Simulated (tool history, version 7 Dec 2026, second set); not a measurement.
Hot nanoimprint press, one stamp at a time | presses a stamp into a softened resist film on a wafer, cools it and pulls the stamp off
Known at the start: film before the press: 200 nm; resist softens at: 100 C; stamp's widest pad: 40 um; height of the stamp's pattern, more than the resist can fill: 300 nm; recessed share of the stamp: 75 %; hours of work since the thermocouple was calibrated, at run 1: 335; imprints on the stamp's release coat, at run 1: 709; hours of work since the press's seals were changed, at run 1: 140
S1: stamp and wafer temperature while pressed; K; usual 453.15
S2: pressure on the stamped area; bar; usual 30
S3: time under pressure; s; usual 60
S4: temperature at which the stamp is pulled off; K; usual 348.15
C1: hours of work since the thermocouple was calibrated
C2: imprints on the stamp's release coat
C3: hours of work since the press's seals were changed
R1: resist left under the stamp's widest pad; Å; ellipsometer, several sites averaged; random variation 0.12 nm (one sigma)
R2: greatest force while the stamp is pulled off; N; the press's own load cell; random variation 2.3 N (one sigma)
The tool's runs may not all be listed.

run,day,S1,S2,S3,S4,C1,C2,C3,R1,R2
1,0,453.15,30,60,348.15,335,709,140,876,99
# day 1.179: plate thermocouple calibrated
2,2.154,453.15,30,60,348.15,15,863,170,876,100
3,4.254,453.15,30,60,348.15,46,1023,202,873,101
4,5.671,453.15,30,60,348.15,67,1131,223,875,101
5,7.621,453.15,30,60,348.15,97,1279,252,871,102
6,9.638,453.15,30,60,348.15,127,1433,283,871,105
7,10.771,453.15,30,60,335.15,144,1519,300,870,140
# day 11.754: stamp cleaned and given a new release coat
8,12.658,453.15,30,60,335.15,168,68,324,870,137
9,14.308,453.15,30,60,335.15,193,194,349,866,141
10,16.579,453.15,30,60,348.15,227,367,383,864,106
11,17.617,453.15,30,60,348.15,243,446,398,865,100
12,19.583,453.15,30,60,348.15,272,595,428,863,103
13,20.921,453.15,30,60,348.15,292,697,448,865,100
14,23.083,453.15,30,32,348.15,325,862,481,1085,100
# day 24.854: plate thermocouple calibrated
15,25.392,451.15,30,60,348.15,8,1028,513,914,102
16,27.142,451.15,30,60,348.15,34,1161,540,912,103
17,28.621,451.15,30,60,348.15,57,1274,562,910,100
18,30.738,453.15,22.6,60,348.15,88,1435,593,963,104
# day 32.879: stamp cleaned and given a new release coat
# day 33.008: gauge calibrated
19,33.088,455.15,30,60,343.15,120,15,625,828,112
20,34.142,452.15,30,95,346.15,136,96,641,752,106
21,35.533,457.15,38.7,64,337.15,156,202,662,672,130
22,37.267,457.15,38.7,64,337.15,182,333,688,673,128
23,38.375,457.15,38.7,64,337.15,199,418,704,673,128
24,40.688,453.15,46,60,336.15,234,594,739,722,132
25,41.696,452.15,20.5,102,342.15,249,671,754,857,120
26,43.379,459.15,30,60,336.15,274,799,779,728,139
27,44.958,459.15,30,60,336.15,298,919,803,725,137
# day 46.171: press's hydraulic seals changed and the load cell set to zero
28,47.108,459.15,28.8,60,336.15,325,1057,14,736,135
# day 48.929: plate thermocouple calibrated
29,49.383,453.15,43.9,60,338.15,7,1221,46,731,133

Forecast each of these 5 alternatives for the next run:
A,50.396,453.15,40.3,92,348.15,22,1298,62,?,?
B,50.396,453.15,43.9,75,342.15,22,1298,62,?,?
C,50.396,453.15,42.3,60,352.15,22,1298,62,?,?
D,50.396,460.15,18.6,60,336.15,22,1298,62,?,?
E,50.396,445.15,43.9,47,338.15,22,1298,62,?,?

run,R1,R2
A,634,105
B,667,121
C,745,93
D,869,138
E,1043,126
Without the tool's hidden state the same runs would have given:
run,R1,R2
A,643,103
B,676,119
C,756,91
D,881,136
E,1058,124
